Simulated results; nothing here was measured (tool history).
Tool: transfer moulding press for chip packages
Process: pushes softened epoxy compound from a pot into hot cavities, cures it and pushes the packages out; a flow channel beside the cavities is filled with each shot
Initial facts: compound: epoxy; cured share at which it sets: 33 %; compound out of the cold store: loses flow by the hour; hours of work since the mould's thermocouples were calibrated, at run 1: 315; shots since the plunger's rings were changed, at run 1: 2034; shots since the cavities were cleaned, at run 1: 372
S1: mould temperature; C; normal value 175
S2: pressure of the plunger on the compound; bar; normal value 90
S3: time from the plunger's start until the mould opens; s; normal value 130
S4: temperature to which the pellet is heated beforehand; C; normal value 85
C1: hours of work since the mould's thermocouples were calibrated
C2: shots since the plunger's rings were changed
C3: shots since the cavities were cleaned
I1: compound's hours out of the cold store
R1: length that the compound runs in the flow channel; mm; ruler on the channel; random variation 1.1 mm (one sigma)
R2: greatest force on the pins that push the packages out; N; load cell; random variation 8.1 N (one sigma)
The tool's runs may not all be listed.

run,day,S1,S2,S3,S4,C1,C2,C3,I1,R1,R2
1,0,175,90,130,85,315,2034,372,17.5,543,498
2,0.225,175,90,130,85,319,2096,434,37.2,513,527
3,0.717,175,93.1,130,85,328,2231,569,38.5,520,556
4,1.1,175,90,130,85,336,2337,675,46.1,497,576
5,1.425,175,90,130,85,342,2427,765,41.8,503,604
6,1.688,175,77.9,130,85,347,2499,837,20,499,617
# day 2.154: cavities cleaned with cleaning compound and waxed
7,2.208,175,77.9,130,85,355,2625,15,27.7,486,361
8,2.446,175,77.9,130,85,360,2691,81,42.1,465,399
9,2.692,175,77.9,130,85,364,2759,149,9.5,512,434
# day 3.054: plunger's sealing rings changed
10,3.217,172,77.9,130,85,372,45,265,38,495,519
11,3.708,172,77.9,130,85,381,180,400,18.2,526,568
12,4.096,175,90,130,85,389,287,507,44.2,514,549
13,4.533,175,90,130,85,397,408,628,25.3,544,587
14,4.892,175,90,130,85,404,506,726,12.1,563,603
15,5.117,175,90,130,85,408,568,788,43.9,514,592
# day 5.433: mould's thermocouples calibrated
16,5.45,176,73.7,130,85,0,637,857,40.4,468,621
# day 5.846: cavities cleaned with cleaning compound and waxed
17,5.925,172,86.3,133,86,8,751,22,13.7,560,419
18,6.246,176,90,125,87,14,840,111,16.6,555,411
19,6.579,176,90,125,87,20,931,202,9.7,564,431
20,7.029,175,102.5,145,85,29,1055,326,26.8,575,465
21,7.288,175,102.5,164,89,34,1127,398,22.5,580,460
22,7.771,175,102.5,164,89,43,1260,531,22.6,580,482
23,8.238,175,90,131,79,52,1389,660,21.1,544,563
24,8.479,175,90,131,79,56,1456,727,8.3,567,609
25,8.712,179,90,145,79,60,1520,791,19,539,566

Estimate the outcome of run 26 from the log above:
26,9.008,179,90,145,79,66,1602,873,13.5,?,?

Run 26 yielded R1 545 mm, R2 551 N.
With no hidden state in the tool, this same run would have given R1 559 mm, R2 308 N.
